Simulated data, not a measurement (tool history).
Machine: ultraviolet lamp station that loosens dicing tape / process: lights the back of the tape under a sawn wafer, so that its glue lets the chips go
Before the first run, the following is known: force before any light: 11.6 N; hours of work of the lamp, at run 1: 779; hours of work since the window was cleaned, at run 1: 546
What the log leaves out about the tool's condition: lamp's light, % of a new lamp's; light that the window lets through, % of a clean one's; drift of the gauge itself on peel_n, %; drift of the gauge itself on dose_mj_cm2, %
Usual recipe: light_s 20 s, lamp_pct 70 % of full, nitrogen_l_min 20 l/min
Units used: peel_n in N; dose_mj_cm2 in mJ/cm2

| run | hour | light_s | lamp_pct | nitrogen_l_min | hours of work of the lamp | hours of work since the window was cleaned | peel_n | dose_mj_cm2 |
|---|---|---|---|---|---|---|---|---|
| 1 | 0 | 20 | 70 | 20 | 779 | 546 | 1.158 | 318 |
| 2 | 38.8 | 20 | 70 | 20 | 801 | 569 | 1.161 | 314 |
| 3 | 96.2 | 20 | 70 | 20 | 835 | 602 | 1.247 | 310 |
| 4 | 147.2 | 20 | 70 | 20 | 865 | 632 | 1.29 | 302 |
| 5 | 202.2 | 20 | 70 | 20 | 897 | 664 | 1.296 | 296 |
|  | 228.7 | window cleaned of glue's vapour |
| 6 | 246 | 20 | 70 | 22 | 923 | 10 | 1.441 | 277 |
| 7 | 293.6 | 20 | 99 | 22 | 950 | 38 | 0.716 | 385 |
| 8 | 349.3 | 20 | 99 | 22 | 983 | 71 | 0.798 | 375 |
| 9 | 399.5 | 20 | 99 | 22 | 1012 | 100 | 0.792 | 368 |
| 10 | 444.6 | 20 | 99 | 24 | 1039 | 126 | 0.742 | 367 |
| 11 | 469.5 | 38 | 99 | 24 | 1053 | 141 | 0.273 | 685 |
| 12 | 524 | 38 | 99 | 24 | 1085 | 173 | 0.284 | 665 |
|  | 558.8 | window cleaned of glue's vapour, once more |
| 13 | 571.6 | 38 | 99 | 24 | 1113 | 7 | 0.259 | 811 |
| 14 | 606.7 | 20 | 92 | 20 | 1133 | 28 | 0.745 | 393 |
| 15 | 631.9 | 23 | 92 | 20 | 1148 | 43 | 0.573 | 449 |
| 16 | 683.1 | 23 | 92 | 20 | 1178 | 73 | 0.586 | 436 |
|  | 693.7 | lamp changed |
| 17 | 733.6 | 23 | 92 | 20 | 23 | 102 | 0.301 | 672 |
| 18 | 772.7 | 20 | 70 | 16 | 46 | 125 | 0.658 | 439 |
| 19 | 818.3 | 20 | 70 | 16 | 73 | 151 | 0.68 | 437 |
| 20 | 842.3 | 20 | 65 | 20 | 87 | 165 | 0.705 | 407 |
| 21 | 897.6 | 20 | 65 | 20 | 119 | 198 | 0.729 | 394 |
| 22 | 922.3 | 20 | 65 | 20 | 134 | 212 | 0.728 | 391 |
| 23 | 975 | 20 | 65 | 20 | 165 | 243 | 0.776 | 385 |
| 24 | 1021.9 | 10 | 78 | 20 | 192 | 271 | 2.129 | 229 |
| 25 | 1068.8 | 14 | 78 | 24 | 220 | 298 | 1.059 | 320 |
| 26 | 1118.3 | 18 | 68 | 19 | 249 | 327 | 0.973 | 351 |
| 27 | 1162.7 | 16 | 70 | 12 | 275 | 353 | 1.636 | 313 |
| 28 | 1194.9 | 36 | 72 | 20 | 293 | 372 | 0.285 | 726 |
| 29 | 1222.7 | 36 | 72 | 20 | 310 | 388 | 0.295 | 712 |
| 30 | 1258.7 | 21 | 96 | 20 | 331 | 409 | 0.387 | 550 |
| 31 | 1300.4 | 21 | 96 | 20 | 355 | 434 | 0.387 | 541 |
| 32 | 1334.5 | 21 | 96 | 20 | 375 | 454 | 0.385 | 535 |
| 33 | 1378.7 | 21 | 96 | 20 | 401 | 479 | 0.413 | 528 |
| 34 | 1405.4 | 21 | 96 | 20 | 417 | 495 | 0.419 | 523 |
| 35 | 1435.4 | 17 | 61 | 21 | 434 | 513 | 1.557 | 266 |
| 36 | 1486.6 | 31 | 84 | 9 | 464 | 543 | 0.452 | 660 |
| 37 | 1532 | 37 | 64 | 20 | 491 | 569 | 0.359 | 589 |
| 38 | 1573.9 | 27 | 88 | 20 | 515 | 594 | 0.359 | 587 |
| 39 | 1597.6 | 40 | 64 | 20 | 529 | 608 | 0.314 | 617 |
| 40 | 1655.1 | 40 | 64 | 20 | 563 | 641 | 0.326 | 603 |
| 41 | 1683.1 | 11 | 79 | 13 | 579 | 658 | 2.988 | 201 |
| 42 | 1709.6 | 27 | 79 | 35 | 595 | 673 | 0.37 | 494 |
|  | 1718.6 | window cleaned of glue's vapour |
| 43 | 1737.1 | 29 | 79 | 26 | 611 | 11 | 0.314 | 598 |
| 44 | 1794.7 | 20 | 84 | 26 | 644 | 45 | 0.537 | 436 |

Consider 3 possible next runs. They are alternatives, not a sequence: every one starts from the tool as it was left by run 44. What does each give?
| A | 1851.3 | 20 | 84 | 18 | 678 | 78 | ? | ? |
| B | 1851.3 | 20 | 78 | 20 | 678 | 78 | ? | ? |
| C | 1851.3 | 20 | 99 | 11 | 678 | 78 | ? | ? |

| run | peel_n | dose_mj_cm2 |
|---|---|---|
| A | 0.702 | 423 |
| B | 0.706 | 393 |
| C | 0.688 | 494 |
Without the tool's hidden state the same runs would have given:
| run | peel_n | dose_mj_cm2 |
|---|---|---|
| A | 0.405 | 563 |
| B | 0.397 | 523 |
| C | 0.394 | 657 |
